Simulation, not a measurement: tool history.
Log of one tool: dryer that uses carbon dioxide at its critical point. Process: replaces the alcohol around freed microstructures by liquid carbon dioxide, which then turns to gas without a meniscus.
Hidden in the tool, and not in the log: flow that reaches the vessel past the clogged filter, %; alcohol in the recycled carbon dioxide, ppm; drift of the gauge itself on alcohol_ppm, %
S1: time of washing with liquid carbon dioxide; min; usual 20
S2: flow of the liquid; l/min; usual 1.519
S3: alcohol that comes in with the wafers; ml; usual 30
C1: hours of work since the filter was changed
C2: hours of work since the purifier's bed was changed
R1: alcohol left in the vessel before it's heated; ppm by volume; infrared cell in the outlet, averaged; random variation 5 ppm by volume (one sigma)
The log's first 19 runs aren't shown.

{"run": 20, "hour": 989.9, "S1": 20, "S2": 1.519, "S3": 30, "C1": 196, "C2": 344, "R1": 85}
{"run": 21, "hour": 1035.4, "S1": 20, "S2": 1.519, "S3": 115, "C1": 212, "C2": 360, "R1": 186}
{"run": 22, "hour": 1073.4, "S1": 16, "S2": 1.519, "S3": 30, "C1": 225, "C2": 373, "R1": 161}
{"run": 23, "hour": 1131.4, "S1": 18, "S2": 1.04, "S3": 30, "C1": 245, "C2": 393, "R1": 364}
{"run": 24, "hour": 1193.3, "S1": 18, "S2": 1.04, "S3": 30, "C1": 267, "C2": 415, "R1": 359}
{"run": 25, "hour": 1243.2, "S1": 15, "S2": 1.72, "S3": 68, "C1": 284, "C2": 432, "R1": 258}
{"run": 26, "hour": 1291.4, "S1": 15, "S2": 0.95, "S3": 30, "C1": 301, "C2": 449, "R1": 751}
{"hour": 1328.4, "done": "inlet filter changed"}
{"run": 27, "hour": 1358.5, "S1": 15, "S2": 0.95, "S3": 30, "C1": 10, "C2": 472, "R1": 603}
{"run": 28, "hour": 1399.5, "S1": 15, "S2": 0.95, "S3": 30, "C1": 25, "C2": 486, "R1": 595}
{"run": 29, "hour": 1464.1, "S1": 31, "S2": 1.04, "S3": 104, "C1": 47, "C2": 508, "R1": 146}
{"run": 30, "hour": 1496.9, "S1": 17, "S2": 1.09, "S3": 104, "C1": 58, "C2": 520, "R1": 923}
{"run": 31, "hour": 1541.2, "S1": 18, "S2": 0.95, "S3": 73, "C1": 74, "C2": 535, "R1": 876}
{"run": 32, "hour": 1573.6, "S1": 18, "S2": 1.06, "S3": 30, "C1": 85, "C2": 546, "R1": 309}
{"run": 33, "hour": 1619.6, "S1": 26, "S2": 1.24, "S3": 63, "C1": 101, "C2": 562, "R1": 121}
{"run": 34, "hour": 1659.5, "S1": 22, "S2": 1.519, "S3": 47, "C1": 115, "C2": 576, "R1": 109}
{"run": 35, "hour": 1700.4, "S1": 22, "S2": 1.519, "S3": 47, "C1": 129, "C2": 591, "R1": 109}
{"run": 36, "hour": 1730.2, "S1": 13, "S2": 1.519, "S3": 101, "C1": 139, "C2": 601, "R1": 760}
{"run": 37, "hour": 1767.7, "S1": 13, "S2": 1.519, "S3": 101, "C1": 152, "C2": 614, "R1": 784}
{"run": 38, "hour": 1822.9, "S1": 23, "S2": 2.3, "S3": 33, "C1": 172, "C2": 633, "R1": 83}
{"run": 39, "hour": 1858.7, "S1": 23, "S2": 2.3, "S3": 33, "C1": 184, "C2": 645, "R1": 94}
{"run": 40, "hour": 1893.8, "S1": 23, "S2": 2.3, "S3": 33, "C1": 196, "C2": 658, "R1": 87}
{"run": 41, "hour": 1943.5, "S1": 16, "S2": 1.3, "S3": 30, "C1": 213, "C2": 675, "R1": 294}
{"run": 42, "hour": 1972.5, "S1": 13, "S2": 1.75, "S3": 34, "C1": 224, "C2": 685, "R1": 246}
{"run": 43, "hour": 2024.4, "S1": 13, "S2": 1.92, "S3": 95, "C1": 242, "C2": 703, "R1": 383}

3 ways to go on from here, each from the tool as it stands after run 43. What would each give?
{"run": "A", "hour": 2078.1, "S1": 20, "S2": 1.11, "S3": 30, "C1": 260, "C2": 722, "R1": "?"}
{"run": "B", "hour": 2078.1, "S1": 13, "S2": 1.92, "S3": 26, "C1": 260, "C2": 722, "R1": "?"}
{"run": "C", "hour": 2078.1, "S1": 19, "S2": 1.92, "S3": 95, "C1": 260, "C2": 722, "R1": "?"}

run=A R1=277
run=B R1=184
run=C R1=142
Without the tool's hidden state the same runs would have given:
run=A R1=126
run=B R1=59
run=C R1=28
